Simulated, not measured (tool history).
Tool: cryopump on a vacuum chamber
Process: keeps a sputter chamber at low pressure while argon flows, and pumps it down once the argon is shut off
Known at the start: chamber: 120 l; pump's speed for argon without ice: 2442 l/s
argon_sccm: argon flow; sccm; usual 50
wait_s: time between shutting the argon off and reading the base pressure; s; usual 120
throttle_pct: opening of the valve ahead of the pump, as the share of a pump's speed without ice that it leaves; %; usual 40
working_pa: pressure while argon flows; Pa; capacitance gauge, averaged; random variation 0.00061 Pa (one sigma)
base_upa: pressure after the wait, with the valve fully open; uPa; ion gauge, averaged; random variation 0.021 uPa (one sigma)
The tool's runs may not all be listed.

{"run": 1, "hour": 0.0, "argon_sccm": 50, "wait_s": 120, "throttle_pct": 40, "working_pa": 0.0876, "base_upa": 1.42}
{"run": 2, "hour": 15.4, "argon_sccm": 50, "wait_s": 120, "throttle_pct": 58, "working_pa": 0.0616, "base_upa": 1.43}
{"run": 3, "hour": 35.1, "argon_sccm": 50, "wait_s": 120, "throttle_pct": 20, "working_pa": 0.1769, "base_upa": 1.48}
{"run": 4, "hour": 47.6, "argon_sccm": 50, "wait_s": 120, "throttle_pct": 20, "working_pa": 0.1746, "base_upa": 1.49}
{"run": 5, "hour": 62.4, "argon_sccm": 50, "wait_s": 120, "throttle_pct": 20, "working_pa": 0.1741, "base_upa": 1.49}
{"run": 6, "hour": 83.0, "argon_sccm": 50, "wait_s": 120, "throttle_pct": 20, "working_pa": 0.1753, "base_upa": 1.48}
{"run": 7, "hour": 104.5, "argon_sccm": 50, "wait_s": 120, "throttle_pct": 20, "working_pa": 0.1751, "base_upa": 1.53}
{"run": 8, "hour": 120.6, "argon_sccm": 50, "wait_s": 120, "throttle_pct": 20, "working_pa": 0.1764, "base_upa": 1.48}
{"run": 9, "hour": 138.5, "argon_sccm": 50, "wait_s": 282, "throttle_pct": 40, "working_pa": 0.0898, "base_upa": 1.26}
{"run": 10, "hour": 149.6, "argon_sccm": 28, "wait_s": 100, "throttle_pct": 59, "working_pa": 0.0339, "base_upa": 1.55}
{"run": 11, "hour": 161.0, "argon_sccm": 28, "wait_s": 145, "throttle_pct": 53, "working_pa": 0.0394, "base_upa": 1.48}
{"run": 12, "hour": 174.2, "argon_sccm": 40, "wait_s": 22, "throttle_pct": 24, "working_pa": 0.1188, "base_upa": 3.15}
{"run": 13, "hour": 194.9, "argon_sccm": 29, "wait_s": 66, "throttle_pct": 27, "working_pa": 0.0769, "base_upa": 1.87}
{"run": 14, "hour": 214.3, "argon_sccm": 29, "wait_s": 66, "throttle_pct": 27, "working_pa": 0.0764, "base_upa": 1.9}
{"run": 15, "hour": 228.2, "argon_sccm": 29, "wait_s": 66, "throttle_pct": 27, "working_pa": 0.0779, "base_upa": 1.82}
{"run": 16, "hour": 240.2, "argon_sccm": 29, "wait_s": 40, "throttle_pct": 27, "working_pa": 0.0777, "base_upa": 2.37}
{"run": 17, "hour": 259.2, "argon_sccm": 80, "wait_s": 120, "throttle_pct": 47, "working_pa": 0.1254, "base_upa": 1.58}

3 ways to go on from here, each from the tool as it stands after run 17. What would each give?
{"run": "A", "hour": 277.8, "argon_sccm": 31, "wait_s": 129, "throttle_pct": 17, "working_pa": "?", "base_upa": "?"}
{"run": "B", "hour": 277.8, "argon_sccm": 80, "wait_s": 234, "throttle_pct": 47, "working_pa": "?", "base_upa": "?"}
{"run": "C", "hour": 277.8, "argon_sccm": 80, "wait_s": 120, "throttle_pct": 29, "working_pa": "?", "base_upa": "?"}

run=A working_pa=0.1292 base_upa=1.61
run=B working_pa=0.1248 base_upa=1.42
run=C working_pa=0.1978 base_upa=1.64
Without the tool's hidden state the same runs would have given:
run=A working_pa=0.1263 base_upa=0.49
run=B working_pa=0.1172 base_upa=0.30
run=C working_pa=0.1902 base_upa=0.53
